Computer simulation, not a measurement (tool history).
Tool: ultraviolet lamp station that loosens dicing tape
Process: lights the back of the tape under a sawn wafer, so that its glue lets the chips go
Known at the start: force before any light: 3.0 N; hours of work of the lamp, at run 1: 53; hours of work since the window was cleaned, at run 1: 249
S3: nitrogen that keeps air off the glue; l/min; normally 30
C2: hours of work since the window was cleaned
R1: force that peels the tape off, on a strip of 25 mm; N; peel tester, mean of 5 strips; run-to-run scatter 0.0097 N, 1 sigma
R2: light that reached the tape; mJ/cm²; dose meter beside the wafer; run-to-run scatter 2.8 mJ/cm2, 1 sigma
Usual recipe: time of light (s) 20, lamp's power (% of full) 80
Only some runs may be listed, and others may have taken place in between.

Run 1, hour 0: usual settings; hours of work of the lamp 53; C2 249. Result: R1 0.433 N, R2 381 mJ/cm².
Run 2, hour 5.4: usual settings but time of light (s) 19; hours of work of the lamp 58; C2 253. Result: R1 0.493 N, R2 364 mJ/cm².
Run 3, hour 13.6: usual settings but time of light (s) 19; hours of work of the lamp 64; C2 259. Result: R1 0.482 N, R2 362 mJ/cm².
Run 4, hour 21.6: usual settings but S3 26 l/min; hours of work of the lamp 70; C2 266. Result: R1 0.456 N, R2 381 mJ/cm².
Run 5, hour 31: usual settings but S3 26 l/min; hours of work of the lamp 78; C2 273. Result: R1 0.45 N, R2 375 mJ/cm².
Run 6, hour 38.4: usual settings but S3 26 l/min; hours of work of the lamp 84; C2 279. Result: R1 0.472 N, R2 379 mJ/cm².
Run 7, hour 48.6: usual settings but S3 26 l/min; hours of work of the lamp 91; C2 287. Result: R1 0.457 N, R2 380 mJ/cm².
Run 8, hour 54.7: usual settings but S3 26 l/min; hours of work of the lamp 96; C2 292. Result: R1 0.459 N, R2 374 mJ/cm².
Run 9, hour 62.5: usual settings but S3 26 l/min; hours of work of the lamp 102; C2 298. Result: R1 0.475 N, R2 373 mJ/cm².
Run 10, hour 71.2: usual settings but lamp's power (% of full) 78; hours of work of the lamp 109; C2 304. Result: R1 0.453 N, R2 363 mJ/cm².
Run 11, hour 78: usual settings but lamp's power (% of full) 87; hours of work of the lamp 114; C2 310. Result: R1 0.414 N, R2 410 mJ/cm².
Run 12, hour 82.7: usual settings but lamp's power (% of full) 87; hours of work of the lamp 118; C2 313. Result: R1 0.403 N, R2 405 mJ/cm².
Run 13, hour 89.8: usual settings but lamp's power (% of full) 87; hours of work of the lamp 124; C2 319. Result: R1 0.426 N, R2 410 mJ/cm².
Run 14, hour 94.3: usual settings but lamp's power (% of full) 87; hours of work of the lamp 127; C2 322. Result: R1 0.416 N, R2 409 mJ/cm².
Run 15, hour 105.6: usual settings but S3 55 l/min; hours of work of the lamp 136; C2 331. Result: R1 0.427 N, R2 376 mJ/cm².
Run 16, hour 114.7: usual settings; hours of work of the lamp 143; C2 338. Result: R1 0.461 N, R2 373 mJ/cm².
Run 17, hour 123.1: usual settings; hours of work of the lamp 150; C2 345. Result: R1 0.459 N, R2 368 mJ/cm².
Run 18, hour 134.1: usual settings but lamp's power (% of full) 87; hours of work of the lamp 158; C2 354. Result: R1 0.429 N, R2 403 mJ/cm².
Run 19, hour 144.9: usual settings but lamp's power (% of full) 87; hours of work of the lamp 167; C2 362. Result: R1 0.413 N, R2 401 mJ/cm².
Run 20, hour 152.1: usual settings but lamp's power (% of full) 63; hours of work of the lamp 172; C2 368. Result: R1 0.625 N, R2 293 mJ/cm².
Run 21, hour 163.3: usual settings but lamp's power (% of full) 63; hours of work of the lamp 181; C2 376. Result: R1 0.624 N, R2 290 mJ/cm².
Run 22, hour 172.9: usual settings but lamp's power (% of full) 63; hours of work of the lamp 189; C2 384. Result: R1 0.631 N, R2 284 mJ/cm².
At hour 175.6: window cleaned of glue's vapour.
Run 23, hour 180.2: usual settings but time of light (s) 10, lamp's power (% of full) 61, S3 18 l/min; hours of work of the lamp 194; C2 4. Result: R1 1.468 N, R2 137 mJ/cm².
Run 24, hour 185.4: usual settings but time of light (s) 10, lamp's power (% of full) 61, S3 18 l/min; hours of work of the lamp 198; C2 8. Result: R1 1.386 N, R2 137 mJ/cm².
Run 25, hour 192: usual settings but time of light (s) 10, lamp's power (% of full) 61, S3 18 l/min; hours of work of the lamp 203; C2 13. Result: R1 1.444 N, R2 134 mJ/cm².
Run 26, hour 200.4: usual settings but time of light (s) 10, lamp's power (% of full) 61, S3 18 l/min; hours of work of the lamp 210; C2 19. Result: R1 1.443 N, R2 135 mJ/cm².
Run 27, hour 208.5: usual settings but lamp's power (% of full) 64, S3 55 l/min; hours of work of the lamp 216; C2 26. Result: R1 0.583 N, R2 282 mJ/cm².
Run 28, hour 217.8: usual settings but time of light (s) 27, lamp's power (% of full) 64, S3 15 l/min; hours of work of the lamp 223; C2 33. Result: R1 0.509 N, R2 386 mJ/cm².
Run 29, hour 226: usual settings but time of light (s) 16, lamp's power (% of full) 64, S3 14 l/min; hours of work of the lamp 230; C2 39. Result: R1 0.971 N, R2 229 mJ/cm².
Run 30, hour 230.8: usual settings but time of light (s) 16, lamp's power (% of full) 64, S3 14 l/min; hours of work of the lamp 233; C2 43. Result: R1 1.013 N, R2 228 mJ/cm².
At hour 235.3: window cleaned of glue's vapour, once more.
Run 31, hour 238.9: usual settings but time of light (s) 40, S3 11 l/min; hours of work of the lamp 239; C2 3. Result: R1 0.255 N, R2 749 mJ/cm².
Run 32, hour 250.1: usual settings but time of light (s) 40, S3 11 l/min; hours of work of the lamp 248; C2 12. Result: R1 0.261 N, R2 749 mJ/cm².
Run 33, hour 260.5: usual settings but time of light (s) 11, S3 16 l/min; hours of work of the lamp 256; C2 20. Result: R1 1.046 N, R2 203 mJ/cm².
Run 34, hour 267.3: usual settings but time of light (s) 11, S3 16 l/min; hours of work of the lamp 262; C2 25. Result: R1 1.026 N, R2 204 mJ/cm².
Run 35, hour 278.3: usual settings but time of light (s) 34, lamp's power (% of full) 86; hours of work of the lamp 270; C2 34. Result: R1 0.249 N, R2 680 mJ/cm².
Run 36, hour 284.5: usual settings but time of light (s) 14, lamp's power (% of full) 78; hours of work of the lamp 275; C2 38. Result: R1 0.735 N, R2 255 mJ/cm².
Run 37, hour 292: usual settings but time of light (s) 15, lamp's power (% of full) 68, S3 27 l/min; hours of work of the lamp 281; C2 44. Result: R1 0.831 N, R2 235 mJ/cm².
Run 38, hour 300: usual settings but time of light (s) 15, lamp's power (% of full) 68, S3 27 l/min; hours of work of the lamp 287; C2 51. Result: R1 0.813 N, R2 233 mJ/cm².
Run 39, hour 306.7: usual settings but time of light (s) 15, lamp's power (% of full) 97, S3 45 l/min; hours of work of the lamp 292; C2 56. Result: R1 0.48 N, R2 334 mJ/cm².
Run 40, hour 315.5: usual settings but time of light (s) 15, lamp's power (% of full) 97, S3 45 l/min; hours of work of the lamp 299; C2 63. Result: R1 0.475 N, R2 338 mJ/cm².
Run 41, hour 324.4: usual settings but lamp's power (% of full) 70, S3 10 l/min; hours of work of the lamp 306; C2 70. Result: R1 0.713 N, R2 327 mJ/cm².
Run 42, hour 332.9: usual settings but time of light (s) 17, lamp's power (% of full) 77; hours of work of the lamp 313; C2 76. Result: R1 0.597 N, R2 296 mJ/cm².

For each entry between runs, how does the tool's hidden state at the last listed run before it compare with that at the first listed run after it?
In the gap between runs 22 and 23: window cleaned of glue's vapour (hour 175.6)
  lamp's light, % of a new lamp's: 94.5 -> 94.4; light that the window lets through, % of a clean one's: 95.9 -> 95.2
  measured less the result without the state, R1: +0.075 -> +0.111 N; R2: -29 -> -16 mJ/cm²
In the gap between runs 30 and 31: window cleaned of glue's vapour, once more (hour 235.3)
  lamp's light, % of a new lamp's: 93.5 -> 93.4; light that the window lets through, % of a clean one's: 94.7 -> 99.7
  measured less the result without the state, R1: +0.12 -> +0.013 N; R2: -30 -> -56 mJ/cm²
